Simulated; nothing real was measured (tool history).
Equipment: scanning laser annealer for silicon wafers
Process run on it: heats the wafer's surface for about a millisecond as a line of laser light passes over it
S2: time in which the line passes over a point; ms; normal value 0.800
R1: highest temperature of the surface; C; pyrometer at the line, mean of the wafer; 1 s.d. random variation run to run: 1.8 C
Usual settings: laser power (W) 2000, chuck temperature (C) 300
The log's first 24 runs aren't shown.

At hour 1347.4: window over the wafer cleaned.
Run 25, hour 1375.4: usual settings but laser power (W) 2060, S2 0.891 ms, chuck temperature (C) 308. Result: R1 1075 C.
At hour 1384.6: laser's power meter calibrated, once more.
Run 26, hour 1425.4: usual settings but laser power (W) 1731, S2 0.814 ms, chuck temperature (C) 317. Result: R1 941 C.
Run 27, hour 1490.8: usual settings but laser power (W) 2155, S2 0.666 ms. Result: R1 980 C.
Run 28, hour 1561.7: usual settings but laser power (W) 2155, S2 0.666 ms. Result: R1 980 C.
Run 29, hour 1603.0: usual settings but laser power (W) 2155, S2 0.666 ms. Result: R1 976 C.
Run 30, hour 1658.9: usual settings but laser power (W) 2155, S2 0.666 ms. Result: R1 974 C.
Run 31, hour 1710.6: usual settings but laser power (W) 2150, S2 0.675 ms, chuck temperature (C) 324. Result: R1 1002 C.
Run 32, hour 1778.7: usual settings but S2 0.850 ms, chuck temperature (C) 268. Result: R1 986 C.
Run 33, hour 1836.7: usual settings but S2 0.850 ms, chuck temperature (C) 336. Result: R1 1051 C.
Run 34, hour 1876.2: usual settings but laser power (W) 1958, S2 0.721 ms, chuck temperature (C) 277. Result: R1 910 C.
Run 35, hour 1928.3: usual settings but laser power (W) 1783, S2 0.841 ms, chuck temperature (C) 260. Result: R1 892 C.
Run 36, hour 1996.7: usual settings but laser power (W) 1783, S2 0.841 ms, chuck temperature (C) 260. Result: R1 890 C.
Run 37, hour 2073.2: usual settings but laser power (W) 1783, S2 0.841 ms, chuck temperature (C) 260. Result: R1 890 C.
Run 38, hour 2115.6: usual settings but laser power (W) 1783, S2 0.841 ms, chuck temperature (C) 327. Result: R1 955 C.
Run 39, hour 2175.1: usual settings but laser power (W) 1783, S2 0.841 ms, chuck temperature (C) 327. Result: R1 949 C.
Run 40, hour 2225.6: usual settings but laser power (W) 1783, S2 0.841 ms, chuck temperature (C) 327. Result: R1 952 C.

Branching from run 40: 5 alternative next runs. What would each branch give?
Run A, hour 2303.9: usual settings but laser power (W) 1725, S2 0.781 ms, chuck temperature (C) 286. Result: R1 ?.
Run B, hour 2303.9: usual settings but laser power (W) 2118, S2 0.841 ms, chuck temperature (C) 327. Result: R1 ?.
Run C, hour 2303.9: usual settings but laser power (W) 1783, S2 0.841 ms, chuck temperature (C) 312. Result: R1 ?.
Run D, hour 2303.9: usual settings but laser power (W) 2132, S2 0.876 ms, chuck temperature (C) 311. Result: R1 ?.
Run E, hour 2303.9: usual settings but laser power (W) 2082, S2 0.699 ms, chuck temperature (C) 327. Result: R1 ?.

run    R1
  A   859
  B  1056
  C   928
  D  1061
  E   972
Stripped of hidden state, with their random variation kept, the same runs would have yielded:
run    R1
  A   896
  B  1103
  C   968
  D  1109
  E  1013
